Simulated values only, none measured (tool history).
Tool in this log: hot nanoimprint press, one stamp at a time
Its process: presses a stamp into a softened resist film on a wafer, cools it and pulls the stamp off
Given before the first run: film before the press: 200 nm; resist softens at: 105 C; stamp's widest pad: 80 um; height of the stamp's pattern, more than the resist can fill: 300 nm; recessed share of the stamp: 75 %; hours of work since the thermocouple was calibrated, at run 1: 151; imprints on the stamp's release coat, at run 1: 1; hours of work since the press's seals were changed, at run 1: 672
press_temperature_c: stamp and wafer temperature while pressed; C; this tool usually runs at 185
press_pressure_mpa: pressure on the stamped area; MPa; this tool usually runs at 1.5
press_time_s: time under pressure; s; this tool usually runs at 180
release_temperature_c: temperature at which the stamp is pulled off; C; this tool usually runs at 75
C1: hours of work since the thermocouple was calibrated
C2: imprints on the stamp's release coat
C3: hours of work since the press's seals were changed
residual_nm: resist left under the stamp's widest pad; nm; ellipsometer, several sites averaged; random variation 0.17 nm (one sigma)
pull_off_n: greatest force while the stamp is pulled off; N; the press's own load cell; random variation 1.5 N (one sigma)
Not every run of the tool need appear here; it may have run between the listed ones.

run 1 hour=0 | press_temperature_c=185 press_pressure_mpa=1.5 press_time_s=180 release_temperature_c=75 | C1=151 C2=1 C3=672 | residual_nm=103.5 pull_off_n=169
run 2 hour=37.3 | press_temperature_c=185 press_pressure_mpa=1.5 press_time_s=180 release_temperature_c=75 | C1=171 C2=98 C3=692 | residual_nm=103 pull_off_n=168
run 3 hour=55.3 | press_temperature_c=185 press_pressure_mpa=1.5 press_time_s=180 release_temperature_c=75 | C1=180 C2=145 C3=701 | residual_nm=103.4 pull_off_n=168
run 4 hour=95.3 | press_temperature_c=179 press_pressure_mpa=1.5 press_time_s=180 release_temperature_c=75 | C1=201 C2=249 C3=721 | residual_nm=126 pull_off_n=172
run 5 hour=132.7 | press_temperature_c=179 press_pressure_mpa=1.5 press_time_s=180 release_temperature_c=75 | C1=220 C2=347 C3=741 | residual_nm=125.8 pull_off_n=168
run 6 hour=172.9 | press_temperature_c=179 press_pressure_mpa=1.5 press_time_s=180 release_temperature_c=75 | C1=241 C2=452 C3=762 | residual_nm=125.3 pull_off_n=169
run 7 hour=200.9 | press_temperature_c=179 press_pressure_mpa=1.5 press_time_s=180 release_temperature_c=75 | C1=255 C2=525 C3=776 | residual_nm=125.3 pull_off_n=171
run 8 hour=235.9 | press_temperature_c=179 press_pressure_mpa=1.5 press_time_s=180 release_temperature_c=75 | C1=273 C2=616 C3=794 | residual_nm=124.7 pull_off_n=170
run 9 hour=255.7 | press_temperature_c=185 press_pressure_mpa=1.5 press_time_s=180 release_temperature_c=75 | C1=284 C2=668 C3=804 | residual_nm=101.9 pull_off_n=169
run 10 hour=284.3 | press_temperature_c=185 press_pressure_mpa=1.5 press_time_s=97 release_temperature_c=75 | C1=298 C2=743 C3=819 | residual_nm=123.4 pull_off_n=170
run 11 hour=313 | press_temperature_c=185 press_pressure_mpa=1.5 press_time_s=180 release_temperature_c=63 | C1=313 C2=818 C3=834 | residual_nm=101.1 pull_off_n=203
run 12 hour=334.5 | press_temperature_c=185 press_pressure_mpa=1.64 press_time_s=180 release_temperature_c=75 | C1=324 C2=874 C3=845 | residual_nm=96.9 pull_off_n=170
run 13 hour=357.4 | press_temperature_c=185 press_pressure_mpa=1.64 press_time_s=180 release_temperature_c=75 | C1=336 C2=934 C3=857 | residual_nm=97 pull_off_n=169
run 14 hour=376 | press_temperature_c=185 press_pressure_mpa=1.64 press_time_s=180 release_temperature_c=75 | C1=346 C2=982 C3=866 | residual_nm=97 pull_off_n=171
-- hour=413.7 plate thermocouple calibrated
run 15 hour=414.8 | press_temperature_c=185 press_pressure_mpa=1.64 press_time_s=180 release_temperature_c=75 | C1=1 C2=1075 C3=885 | residual_nm=97.1 pull_off_n=171
-- hour=421.3 gauge calibrated
run 16 hour=444.5 | press_temperature_c=175 press_pressure_mpa=0.94 press_time_s=211 release_temperature_c=66 | C1=16 C2=1153 C3=900 | residual_nm=156.5 pull_off_n=194
run 17 hour=468.1 | press_temperature_c=185 press_pressure_mpa=2.06 press_time_s=180 release_temperature_c=71 | C1=28 C2=1215 C3=912 | residual_nm=89.8 pull_off_n=181
run 18 hour=509.7 | press_temperature_c=185 press_pressure_mpa=1.66 press_time_s=180 release_temperature_c=69 | C1=50 C2=1323 C3=934 | residual_nm=98.3 pull_off_n=185
run 19 hour=531 | press_temperature_c=185 press_pressure_mpa=1.66 press_time_s=180 release_temperature_c=69 | C1=61 C2=1379 C3=945 | residual_nm=98.5 pull_off_n=187
-- hour=542.2 stamp cleaned and given a new release coat
run 20 hour=558.1 | press_temperature_c=185 press_pressure_mpa=1.66 press_time_s=180 release_temperature_c=69 | C1=71 C2=42 C3=956 | residual_nm=98 pull_off_n=185
run 21 hour=593.5 | press_temperature_c=190 press_pressure_mpa=0.94 press_time_s=180 release_temperature_c=66 | C1=90 C2=134 C3=974 | residual_nm=105.7 pull_off_n=194
run 22 hour=626.4 | press_temperature_c=195 press_pressure_mpa=0.94 press_time_s=180 release_temperature_c=66 | C1=107 C2=220 C3=991 | residual_nm=89.6 pull_off_n=195

The next listed run, before its measurement:
run 23 hour=646.1 | press_temperature_c=183 press_pressure_mpa=0.94 press_time_s=128 release_temperature_c=62 | C1=117 C2=272 C3=1001 | residual_nm=? pull_off_n=?

{"run 23": {"residual_nm": 142.1, "pull_off_n": 204}}
Had the tool carried no hidden state, the very same run would have given residual_nm 144.3 nm, pull_off_n 204 N.
